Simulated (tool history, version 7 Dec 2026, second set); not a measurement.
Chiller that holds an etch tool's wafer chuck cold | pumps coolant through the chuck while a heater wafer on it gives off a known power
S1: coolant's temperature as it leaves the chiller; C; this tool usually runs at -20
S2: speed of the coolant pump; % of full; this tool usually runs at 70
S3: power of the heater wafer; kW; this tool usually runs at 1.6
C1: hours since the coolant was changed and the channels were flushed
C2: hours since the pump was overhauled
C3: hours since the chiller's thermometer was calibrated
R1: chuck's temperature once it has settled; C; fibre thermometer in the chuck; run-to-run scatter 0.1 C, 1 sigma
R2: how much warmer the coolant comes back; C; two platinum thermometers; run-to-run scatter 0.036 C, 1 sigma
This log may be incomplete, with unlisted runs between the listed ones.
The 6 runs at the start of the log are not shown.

{"run": 7, "hour": 120.6, "S1": -20, "S2": 70, "S3": 1.6, "C1": 2108, "C2": 547, "C3": 1039, "R1": -4, "R2": 6.55}
{"run": 8, "hour": 145.6, "S1": -20, "S2": 70, "S3": 1.6, "C1": 2133, "C2": 572, "C3": 1064, "R1": -4.2, "R2": 6.52}
{"run": 9, "hour": 163.2, "S1": -20, "S2": 70, "S3": 1.6, "C1": 2151, "C2": 590, "C3": 1082, "R1": -4.2, "R2": 6.49}
{"hour": 165.9, "done": "chiller's thermometer calibrated"}
{"run": 10, "hour": 176.8, "S1": -20, "S2": 70, "S3": 1.6, "C1": 2163, "C2": 602, "C3": 11, "R1": -4.2, "R2": 6.56}
{"run": 11, "hour": 195.7, "S1": -20, "S2": 70, "S3": 0.902, "C1": 2182, "C2": 621, "C3": 30, "R1": -11.1, "R2": 3.7}
{"run": 12, "hour": 218.9, "S1": -20, "S2": 76, "S3": 0.902, "C1": 2205, "C2": 644, "C3": 53, "R1": -11.7, "R2": 3.4}
{"run": 13, "hour": 242.2, "S1": -20, "S2": 76, "S3": 0.902, "C1": 2229, "C2": 668, "C3": 76, "R1": -11.9, "R2": 3.36}
{"run": 14, "hour": 270.9, "S1": -20, "S2": 76, "S3": 0.902, "C1": 2257, "C2": 696, "C3": 105, "R1": -11.7, "R2": 3.36}
{"hour": 289.2, "done": "chiller's thermometer calibrated, once more"}
{"run": 15, "hour": 301.7, "S1": -20, "S2": 70, "S3": 0.994, "C1": 2287, "C2": 726, "C3": 13, "R1": -10.1, "R2": 4.03}
{"run": 16, "hour": 313.8, "S1": -24, "S2": 70, "S3": 1.6, "C1": 2299, "C2": 738, "C3": 25, "R1": -7.9, "R2": 6.52}
{"run": 17, "hour": 338.7, "S1": -24, "S2": 70, "S3": 1.6, "C1": 2324, "C2": 763, "C3": 49, "R1": -7.9, "R2": 6.55}
{"run": 18, "hour": 363.0, "S1": -11, "S2": 67, "S3": 1.063, "C1": 2349, "C2": 787, "C3": 74, "R1": 0.1, "R2": 4.6}
{"run": 19, "hour": 376.6, "S1": -11, "S2": 67, "S3": 1.063, "C1": 2362, "C2": 801, "C3": 87, "R1": 0.2, "R2": 4.56}
{"run": 20, "hour": 404.5, "S1": -11, "S2": 67, "S3": 1.063, "C1": 2390, "C2": 829, "C3": 115, "R1": 0, "R2": 4.54}
{"run": 21, "hour": 423.9, "S1": -11, "S2": 67, "S3": 1.063, "C1": 2409, "C2": 848, "C3": 135, "R1": 0.1, "R2": 4.59}
{"run": 22, "hour": 443.6, "S1": -18, "S2": 67, "S3": 1.74, "C1": 2429, "C2": 868, "C3": 154, "R1": 0, "R2": 7.38}
{"run": 23, "hour": 457.9, "S1": -20, "S2": 67, "S3": 1.74, "C1": 2443, "C2": 882, "C3": 169, "R1": -1.7, "R2": 7.44}
{"run": 24, "hour": 472.5, "S1": -20, "S2": 76, "S3": 1.327, "C1": 2458, "C2": 897, "C3": 183, "R1": -7.5, "R2": 4.92}
{"run": 25, "hour": 492.3, "S1": -20, "S2": 76, "S3": 1.327, "C1": 2478, "C2": 917, "C3": 203, "R1": -7.4, "R2": 4.99}
{"run": 26, "hour": 508.3, "S1": -10, "S2": 73, "S3": 2.391, "C1": 2494, "C2": 933, "C3": 219, "R1": 13.3, "R2": 9.37}
{"run": 27, "hour": 523.5, "S1": -20, "S2": 60, "S3": 2.151, "C1": 2509, "C2": 948, "C3": 234, "R1": 4.6, "R2": 10.44}
{"run": 28, "hour": 540.8, "S1": -20, "S2": 98, "S3": 1.6, "C1": 2526, "C2": 965, "C3": 252, "R1": -7.9, "R2": 4.58}
{"run": 29, "hour": 556.5, "S1": -25, "S2": 70, "S3": 1.6, "C1": 2542, "C2": 981, "C3": 267, "R1": -9, "R2": 6.54}
{"run": 30, "hour": 584.4, "S1": -25, "S2": 81, "S3": 0.811, "C1": 2570, "C2": 1009, "C3": 295, "R1": -17.6, "R2": 2.83}
{"run": 31, "hour": 600.3, "S1": -23, "S2": 96, "S3": 1.6, "C1": 2586, "C2": 1025, "C3": 311, "R1": -10.5, "R2": 4.66}

Alternative continuations, all from the tool just after run 31; predict every row:
{"run": "A", "hour": 616.9, "S1": -21, "S2": 74, "S3": 1.36, "C1": 2602, "C2": 1041, "C3": 328, "R1": "?", "R2": "?"}
{"run": "B", "hour": 616.9, "S1": -18, "S2": 70, "S3": 1.6, "C1": 2602, "C2": 1041, "C3": 328, "R1": "?", "R2": "?"}
{"run": "C", "hour": 616.9, "S1": -23, "S2": 87, "S3": 1.724, "C1": 2602, "C2": 1041, "C3": 328, "R1": "?", "R2": "?"}
{"run": "D", "hour": 616.9, "S1": -23, "S2": 85, "S3": 1.072, "C1": 2602, "C2": 1041, "C3": 328, "R1": "?", "R2": "?"}
{"run": "E", "hour": 616.9, "S1": -23, "S2": 96, "S3": 1.47, "C1": 2602, "C2": 1041, "C3": 328, "R1": "?", "R2": "?"}

run=A R1=-7.9 R2=5.28
run=B R1=-2 R2=6.56
run=C R1=-8.6 R2=5.6
run=D R1=-13.8 R2=3.57
run=E R1=-11.6 R2=4.3
Had the tool no hidden state, the same runs would have come out as:
run=A R1=-8.5 R2=5.19
run=B R1=-2.7 R2=6.45
run=C R1=-9.2 R2=5.5
run=D R1=-14.2 R2=3.51
run=E R1=-12.1 R2=4.22
